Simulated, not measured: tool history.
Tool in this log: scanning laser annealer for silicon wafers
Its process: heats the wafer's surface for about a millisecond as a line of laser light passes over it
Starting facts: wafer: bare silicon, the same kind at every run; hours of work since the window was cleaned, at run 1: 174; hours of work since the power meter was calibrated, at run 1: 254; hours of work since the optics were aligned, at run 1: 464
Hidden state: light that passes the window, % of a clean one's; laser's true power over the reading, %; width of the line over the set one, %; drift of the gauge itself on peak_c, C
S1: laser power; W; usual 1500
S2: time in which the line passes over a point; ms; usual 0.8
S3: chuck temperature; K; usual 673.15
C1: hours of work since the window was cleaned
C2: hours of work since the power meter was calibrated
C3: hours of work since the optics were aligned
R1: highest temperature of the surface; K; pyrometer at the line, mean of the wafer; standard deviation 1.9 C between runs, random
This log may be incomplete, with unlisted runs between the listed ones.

| run | hour | S1 | S2 | S3 | C1 | C2 | C3 | R1 |
|---|---|---|---|---|---|---|---|---|
| 1 | 0 | 1500 | 0.8 | 673.15 | 174 | 254 | 464 | 1482.15 |
| 2 | 10.6 | 1500 | 0.8 | 673.15 | 181 | 261 | 470 | 1480.15 |
| 3 | 15.3 | 1500 | 0.8 | 673.15 | 184 | 264 | 473 | 1482.15 |
| 4 | 20.8 | 1500 | 0.8 | 673.15 | 187 | 267 | 477 | 1482.15 |
| 5 | 29.9 | 1500 | 0.8 | 673.15 | 193 | 273 | 483 | 1479.15 |
| 6 | 37.8 | 1500 | 0.8 | 673.15 | 198 | 278 | 488 | 1479.15 |
| 7 | 42.9 | 1500 | 0.8 | 673.15 | 202 | 281 | 491 | 1476.15 |
| 8 | 50.9 | 1500 | 0.8 | 673.15 | 207 | 287 | 496 | 1477.15 |
| 9 | 55.9 | 1500 | 0.8 | 654.15 | 210 | 290 | 500 | 1460.15 |
| 10 | 60.7 | 1500 | 0.8 | 673.15 | 213 | 293 | 503 | 1474.15 |
| 11 | 67.6 | 1500 | 0.8 | 673.15 | 218 | 297 | 507 | 1472.15 |
| 12 | 76.7 | 1500 | 0.8 | 673.15 | 223 | 303 | 513 | 1475.15 |
| 13 | 86 | 1500 | 0.8 | 673.15 | 229 | 309 | 519 | 1477.15 |
| 14 | 95.5 | 1500 | 0.8 | 673.15 | 236 | 315 | 525 | 1473.15 |
| 15 | 105.7 | 1383 | 0.825 | 639.15 | 242 | 322 | 532 | 1369.15 |
| 16 | 113.6 | 1383 | 0.825 | 639.15 | 247 | 327 | 537 | 1362.15 |
| 17 | 119.7 | 1383 | 0.825 | 639.15 | 251 | 331 | 541 | 1367.15 |
| 18 | 125.8 | 1428 | 0.693 | 638.15 | 255 | 335 | 545 | 1338.15 |
| 19 | 133.2 | 1578 | 0.67 | 641.15 | 260 | 340 | 550 | 1429.15 |
| 20 | 138.1 | 1500 | 0.8 | 710.15 | 263 | 343 | 553 | 1510.15 |
| 21 | 148.1 | 1500 | 0.8 | 710.15 | 270 | 349 | 559 | 1506.15 |
| 22 | 153.8 | 1500 | 0.8 | 710.15 | 273 | 353 | 563 | 1506.15 |
| 23 | 161.5 | 1500 | 0.8 | 710.15 | 278 | 358 | 568 | 1504.15 |
| 24 | 171.5 | 1637 | 0.8 | 673.15 | 285 | 365 | 574 | 1569.15 |
| 25 | 179.1 | 1486 | 0.8 | 694.15 | 290 | 369 | 579 | 1479.15 |
| 26 | 184.4 | 1469 | 0.8 | 665.15 | 293 | 373 | 583 | 1433.15 |
| 27 | 195 | 1612 | 0.688 | 691.15 | 300 | 380 | 589 | 1510.15 |

Alternative continuations, all from the tool just after run 27; predict every row:
| A | 201.2 | 1500 | 0.62 | 669.15 | 304 | 384 | 593 | ? |
| B | 201.2 | 1612 | 0.68 | 689.15 | 304 | 384 | 593 | ? |
| C | 201.2 | 1612 | 0.688 | 700.15 | 304 | 384 | 593 | ? |
| D | 201.2 | 1612 | 0.688 | 653.15 | 304 | 384 | 593 | ? |

| run | R1 |
|---|---|
| A | 1373.15 |
| B | 1498.15 |
| C | 1517.15 |
| D | 1473.15 |
With the hidden condition removed and each run's random variation left untouched, the same runs would have given:
| run | R1 |
|---|---|
| A | 1411.15 |
| B | 1542.15 |
| C | 1561.15 |
| D | 1517.15 |
